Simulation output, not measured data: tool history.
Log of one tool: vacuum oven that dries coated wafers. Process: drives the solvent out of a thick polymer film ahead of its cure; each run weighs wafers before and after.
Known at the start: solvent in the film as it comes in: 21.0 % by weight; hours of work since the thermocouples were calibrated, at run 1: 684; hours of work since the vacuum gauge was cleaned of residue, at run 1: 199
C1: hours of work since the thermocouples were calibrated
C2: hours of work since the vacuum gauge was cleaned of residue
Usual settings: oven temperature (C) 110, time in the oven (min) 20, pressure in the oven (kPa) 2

run 1 hour=0 | oven_temperature_(C)=110 time_in_the_oven_(min)=20 pressure_in_the_oven_(kPa)=2 | C1=684 C2=199 | solvent_left_in_the_film_(%)=5.78
run 2 hour=10.4 | oven_temperature_(C)=110 time_in_the_oven_(min)=20 pressure_in_the_oven_(kPa)=2 | C1=688 C2=204 | solvent_left_in_the_film_(%)=5.63
run 3 hour=20.6 | oven_temperature_(C)=110 time_in_the_oven_(min)=20 pressure_in_the_oven_(kPa)=2 | C1=693 C2=208 | solvent_left_in_the_film_(%)=5.62
run 4 hour=30.3 | oven_temperature_(C)=120 time_in_the_oven_(min)=20 pressure_in_the_oven_(kPa)=2 | C1=697 C2=212 | solvent_left_in_the_film_(%)=3.07
run 5 hour=41.2 | oven_temperature_(C)=124 time_in_the_oven_(min)=20 pressure_in_the_oven_(kPa)=2 | C1=701 C2=217 | solvent_left_in_the_film_(%)=2.41
run 6 hour=54.4 | oven_temperature_(C)=124 time_in_the_oven_(min)=20 pressure_in_the_oven_(kPa)=2 | C1=707 C2=222 | solvent_left_in_the_film_(%)=2.37
run 7 hour=61.1 | oven_temperature_(C)=124 time_in_the_oven_(min)=20 pressure_in_the_oven_(kPa)=2 | C1=710 C2=225 | solvent_left_in_the_film_(%)=2.4
run 8 hour=72.4 | oven_temperature_(C)=116 time_in_the_oven_(min)=20 pressure_in_the_oven_(kPa)=2 | C1=715 C2=230 | solvent_left_in_the_film_(%)=4.03
run 9 hour=80.2 | oven_temperature_(C)=116 time_in_the_oven_(min)=20 pressure_in_the_oven_(kPa)=2 | C1=718 C2=233 | solvent_left_in_the_film_(%)=4.08
run 10 hour=90 | oven_temperature_(C)=116 time_in_the_oven_(min)=20 pressure_in_the_oven_(kPa)=2 | C1=722 C2=237 | solvent_left_in_the_film_(%)=4.04
run 11 hour=96.8 | oven_temperature_(C)=116 time_in_the_oven_(min)=18 pressure_in_the_oven_(kPa)=2 | C1=725 C2=240 | solvent_left_in_the_film_(%)=4.61
run 12 hour=106.2 | oven_temperature_(C)=116 time_in_the_oven_(min)=18 pressure_in_the_oven_(kPa)=2 | C1=729 C2=244 | solvent_left_in_the_film_(%)=4.59
run 13 hour=116.7 | oven_temperature_(C)=116 time_in_the_oven_(min)=18 pressure_in_the_oven_(kPa)=2 | C1=733 C2=249 | solvent_left_in_the_film_(%)=4.61
run 14 hour=130.6 | oven_temperature_(C)=116 time_in_the_oven_(min)=18 pressure_in_the_oven_(kPa)=2 | C1=739 C2=254 | solvent_left_in_the_film_(%)=4.45
run 15 hour=137.9 | oven_temperature_(C)=116 time_in_the_oven_(min)=18 pressure_in_the_oven_(kPa)=2 | C1=742 C2=258 | solvent_left_in_the_film_(%)=4.73
run 16 hour=145.6 | oven_temperature_(C)=116 time_in_the_oven_(min)=18 pressure_in_the_oven_(kPa)=2 | C1=745 C2=261 | solvent_left_in_the_film_(%)=4.52
run 17 hour=160.6 | oven_temperature_(C)=116 time_in_the_oven_(min)=18 pressure_in_the_oven_(kPa)=2 | C1=752 C2=267 | solvent_left_in_the_film_(%)=4.5
run 18 hour=173.4 | oven_temperature_(C)=110 time_in_the_oven_(min)=20 pressure_in_the_oven_(kPa)=2 | C1=757 C2=272 | solvent_left_in_the_film_(%)=5.72
run 19 hour=189.1 | oven_temperature_(C)=110 time_in_the_oven_(min)=20 pressure_in_the_oven_(kPa)=2 | C1=764 C2=279 | solvent_left_in_the_film_(%)=5.86
run 20 hour=201.3 | oven_temperature_(C)=110 time_in_the_oven_(min)=20 pressure_in_the_oven_(kPa)=2 | C1=769 C2=284 | solvent_left_in_the_film_(%)=5.78
run 21 hour=210.6 | oven_temperature_(C)=110 time_in_the_oven_(min)=20 pressure_in_the_oven_(kPa)=2 | C1=773 C2=288 | solvent_left_in_the_film_(%)=5.69
run 22 hour=224.7 | oven_temperature_(C)=110 time_in_the_oven_(min)=26 pressure_in_the_oven_(kPa)=2 | C1=779 C2=294 | solvent_left_in_the_film_(%)=4.61
run 23 hour=233.9 | oven_temperature_(C)=110 time_in_the_oven_(min)=17 pressure_in_the_oven_(kPa)=5.28 | C1=783 C2=298 | solvent_left_in_the_film_(%)=9.26
run 24 hour=246.5 | oven_temperature_(C)=120 time_in_the_oven_(min)=24 pressure_in_the_oven_(kPa)=6.61 | C1=788 C2=303 | solvent_left_in_the_film_(%)=5.96
run 25 hour=256.7 | oven_temperature_(C)=115 time_in_the_oven_(min)=20 pressure_in_the_oven_(kPa)=1.25 | C1=792 C2=308 | solvent_left_in_the_film_(%)=3.92
run 26 hour=265.7 | oven_temperature_(C)=117 time_in_the_oven_(min)=20 pressure_in_the_oven_(kPa)=5.63 | C1=796 C2=311 | solvent_left_in_the_film_(%)=6.49
run 27 hour=272.7 | oven_temperature_(C)=117 time_in_the_oven_(min)=20 pressure_in_the_oven_(kPa)=5.63 | C1=799 C2=314 | solvent_left_in_the_film_(%)=6.64
run 28 hour=282.2 | oven_temperature_(C)=117 time_in_the_oven_(min)=20 pressure_in_the_oven_(kPa)=5.63 | C1=803 C2=318 | solvent_left_in_the_film_(%)=6.64
run 29 hour=297.3 | oven_temperature_(C)=117 time_in_the_oven_(min)=14 pressure_in_the_oven_(kPa)=5.63 | C1=809 C2=325 | solvent_left_in_the_film_(%)=7.98
run 30 hour=305 | oven_temperature_(C)=117 time_in_the_oven_(min)=14 pressure_in_the_oven_(kPa)=5.63 | C1=813 C2=328 | solvent_left_in_the_film_(%)=7.96
-- hour=307.1 vacuum gauge cleaned of residue and calibrated
run 31 hour=315 | oven_temperature_(C)=117 time_in_the_oven_(min)=14 pressure_in_the_oven_(kPa)=5.63 | C1=816 C2=3 | solvent_left_in_the_film_(%)=8.02
run 32 hour=328.7 | oven_temperature_(C)=108 time_in_the_oven_(min)=30 pressure_in_the_oven_(kPa)=4.09 | C1=822 C2=9 | solvent_left_in_the_film_(%)=6.43
run 33 hour=338.9 | oven_temperature_(C)=108 time_in_the_oven_(min)=30 pressure_in_the_oven_(kPa)=4.09 | C1=826 C2=13 | solvent_left_in_the_film_(%)=6.69
run 34 hour=347.5 | oven_temperature_(C)=108 time_in_the_oven_(min)=30 pressure_in_the_oven_(kPa)=4.09 | C1=830 C2=17 | solvent_left_in_the_film_(%)=6.65
run 35 hour=354.8 | oven_temperature_(C)=110 time_in_the_oven_(min)=21 pressure_in_the_oven_(kPa)=4.4 | C1=833 C2=20 | solvent_left_in_the_film_(%)=7.92
run 36 hour=366.1 | oven_temperature_(C)=110 time_in_the_oven_(min)=21 pressure_in_the_oven_(kPa)=4.4 | C1=838 C2=25 | solvent_left_in_the_film_(%)=7.65
-- hour=382.1 vacuum gauge cleaned of residue and calibrated, once more
run 37 hour=382.6 | oven_temperature_(C)=110 time_in_the_oven_(min)=21 pressure_in_the_oven_(kPa)=4.4 | C1=844 C2=0 | solvent_left_in_the_film_(%)=7.35
run 38 hour=389.8 | oven_temperature_(C)=118 time_in_the_oven_(min)=20 pressure_in_the_oven_(kPa)=2.35 | C1=847 C2=3 | solvent_left_in_the_film_(%)=3.82
run 39 hour=402.3 | oven_temperature_(C)=113 time_in_the_oven_(min)=20 pressure_in_the_oven_(kPa)=2 | C1=853 C2=9 | solvent_left_in_the_film_(%)=4.81
run 40 hour=413.3 | oven_temperature_(C)=113 time_in_the_oven_(min)=20 pressure_in_the_oven_(kPa)=2 | C1=857 C2=13 | solvent_left_in_the_film_(%)=4.92
run 41 hour=421.9 | oven_temperature_(C)=122 time_in_the_oven_(min)=34 pressure_in_the_oven_(kPa)=6.24 | C1=861 C2=17 | solvent_left_in_the_film_(%)=4.65
run 42 hour=435.7 | oven_temperature_(C)=103 time_in_the_oven_(min)=18 pressure_in_the_oven_(kPa)=2.34 | C1=867 C2=23 | solvent_left_in_the_film_(%)=8.93

Forecast each of these 5 alternatives for the next run:
run A hour=449.1 | oven_temperature_(C)=95 time_in_the_oven_(min)=18 pressure_in_the_oven_(kPa)=3.06 | C1=872 C2=28 | solvent_left_in_the_film_(%)=?
run B hour=449.1 | oven_temperature_(C)=116 time_in_the_oven_(min)=26 pressure_in_the_oven_(kPa)=7.76 | C1=872 C2=28 | solvent_left_in_the_film_(%)=?
run C hour=449.1 | oven_temperature_(C)=110 time_in_the_oven_(min)=13 pressure_in_the_oven_(kPa)=5.18 | C1=872 C2=28 | solvent_left_in_the_film_(%)=?
run D hour=449.1 | oven_temperature_(C)=116 time_in_the_oven_(min)=20 pressure_in_the_oven_(kPa)=2 | C1=872 C2=28 | solvent_left_in_the_film_(%)=?
run E hour=449.1 | oven_temperature_(C)=101 time_in_the_oven_(min)=18 pressure_in_the_oven_(kPa)=2.34 | C1=872 C2=28 | solvent_left_in_the_film_(%)=?

run=A solvent_left_in_the_film_(%)=12.2
run=B solvent_left_in_the_film_(%)=7.76
run=C solvent_left_in_the_film_(%)=10.46
run=D solvent_left_in_the_film_(%)=4.16
run=E solvent_left_in_the_film_(%)=9.41
Without the tool's hidden state the same runs would have given:
run=A solvent_left_in_the_film_(%)=11.59
run=B solvent_left_in_the_film_(%)=7.18
run=C solvent_left_in_the_film_(%)=9.83
run=D solvent_left_in_the_film_(%)=3.7
run=E solvent_left_in_the_film_(%)=8.8
